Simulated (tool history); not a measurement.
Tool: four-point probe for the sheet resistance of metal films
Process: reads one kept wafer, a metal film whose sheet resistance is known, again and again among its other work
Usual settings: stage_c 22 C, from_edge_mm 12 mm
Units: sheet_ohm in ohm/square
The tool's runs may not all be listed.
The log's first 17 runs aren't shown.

run,hour,stage_c,from_edge_mm,sheet_ohm
18,417.7,28,12,5.422384
19,436.7,22,23,5.422095
20,457.2,22,23,5.421421
21,491.9,25,23,5.416974
22,522.8,25,23,5.416077
23,537.8,19,28,5.425339
24,552.7,19,28,5.423719
25,569.5,19,28,5.425199
26,590.3,21,7,5.473294
27,606.7,21,7,5.477145
28,629.9,22,19,5.424131
29,658.9,22,19,5.425197
30,687.6,20,4,5.594522
31,715.4,20,4,5.596606
32,730.7,25,15,5.424027
33,750.5,19,61,5.422925
34,767.4,29,3,5.70756
35,789.7,29,3,5.70909
36,804.3,23,48,5.41683
37,820.6,22,22,5.424334
38,843.3,18,22,5.432932

Run 39 comes next. What will it give?
39,858.4,29,15,?

{"run 39": {"sheet_ohm": 5.418454}}
Without the tool's hidden state the same run would have given sheet_ohm 5.438098 ohm/square.
